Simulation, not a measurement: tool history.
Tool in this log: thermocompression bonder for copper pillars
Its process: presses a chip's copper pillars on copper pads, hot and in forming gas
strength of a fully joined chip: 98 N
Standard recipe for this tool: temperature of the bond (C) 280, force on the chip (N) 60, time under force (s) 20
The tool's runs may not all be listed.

run   hour  temperature of the bond (C)  force on the chip (N)  time under force (s)  force that shears a chip off (N)
  1      0                          280                     60                    20                                50
  2    5.4                          280                     53                    20                              46.6
  3   14.3                          280                     53                    20                              46.1
  4   22.8                          280                     53                    20                              46.3
  5   28.9                          280                     53                    20                              46.4
  6   33.2                          280                     53                    20                              46.4
  7   41.3                          280                     53                    20                              46.4
      42.3  -- forming gas filter changed
  8   47.5                          280                     53                    20                              46.2
  9   51.9                          280                     60                    12                                42
 10   60.9                          280                     60                    12                              41.5
 11   68.9                          280                     60                    12                                42
 12   76.9                          280                     60                    12                              42.2
 13     82                          282                     60                    20                              52.7
 14   90.7                          282                     60                    20                              52.6
 15   94.7                          282                     60                    20                              52.3
 16  102.7                          280                     60                    20                                51
 17  108.3                          280                     60                    20                                51
 18  112.1                          280                     60                    20                              51.4
 19  120.4                          280                     60                    20                              51.4
 20  129.3                          298                     60                    20                              63.9
 21  133.9                          289                     52                    12                              42.4
 22  138.9                          289                     52                    12                                43
 23  144.2                          273                     60                    20                              45.8
 24  149.7                          297                     37                    20                              45.2
 25  155.1                          260                     45                    12                              23.4
 26  158.8                          297                     57                    16                              56.3
 27  167.4                          284                     86                    22                              70.3
 28  171.9                          276                     83                    26                              64.7
 29  177.7                          280                     89                    20                              64.4
 30  186.5                          280                     89                    20                              65.9
 31  194.5                          280                     59                    35                              59.9
 32  202.7                          280                     72                    31                              65.6
 33  206.7                          296                     60                    20                              61.7
 34  213.7                          296                     60                    22                              62.9
 35  217.6                          298                     36                    13                              37.9
 36  225.3                          280                     50                    34                              53.4
 37  229.4                          283                     37                    30                              41.4
 38  237.7                          283                     46                    13                                37
 39  242.9                          265                     55                    45                              50.1

Predict each of these 5 candidate next runs independently; none follows another, all start after run 39:
  A  249.8                          257                     49                    43                                 ?
  B  249.8                          290                     44                    19                                 ?
  C  249.8                          265                     69                    45                                 ?
  D  249.8                          280                     60                    54                                 ?
  E  249.8                          284                     55                    44                                 ?

run  force that shears a chip off (N)
  A                              40.2
  B                              45.5
  C                              59.3
  D                              69.2
  E                              64.2
With no hidden state in the tool, these same runs would have given:
run  force that shears a chip off (N)
  A                              40.4
  B                              45.7
  C                              59.5
  D                              69.5
  E                              64.5

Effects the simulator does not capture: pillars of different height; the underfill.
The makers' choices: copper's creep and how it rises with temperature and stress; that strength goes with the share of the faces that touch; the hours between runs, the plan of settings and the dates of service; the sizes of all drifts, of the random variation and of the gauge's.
